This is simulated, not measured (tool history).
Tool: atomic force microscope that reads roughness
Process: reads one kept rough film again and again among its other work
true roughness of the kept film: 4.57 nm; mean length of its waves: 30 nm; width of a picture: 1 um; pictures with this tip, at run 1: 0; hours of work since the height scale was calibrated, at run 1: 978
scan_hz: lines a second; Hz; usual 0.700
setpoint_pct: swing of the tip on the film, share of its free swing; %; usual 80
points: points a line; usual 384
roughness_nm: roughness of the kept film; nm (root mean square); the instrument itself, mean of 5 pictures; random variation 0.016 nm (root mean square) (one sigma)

run,hour,scan_hz,setpoint_pct,points,pictures with this tip,hours of work since the height scale was calibrated,roughness_nm
1,0.0,0.700,80,384,0,978,3.942
2,29.3,0.700,80,384,44,992,3.860
3,90.0,0.700,80,384,136,1020,3.699
4,158.5,0.700,62,384,240,1052,3.595
# hour 185.6: new tip fitted
5,195.2,2.263,62,384,15,1068,3.880
6,237.7,2.263,88,384,79,1088,3.248
7,294.4,2.263,88,384,165,1114,3.119
8,352.3,2.263,88,384,252,1141,3.043
# hour 368.5: new tip fitted
9,395.3,2.263,88,384,41,1161,3.291

Run 10 comes next. What will it give?
# hour 399.5: height scale calibrated on a step standard
10,437.2,0.787,73,692,102,17,?

roughness_nm: 3.813 nm (root mean square)
Without the tool's hidden state the same run would have given roughness_nm 3.998 nm (root mean square).
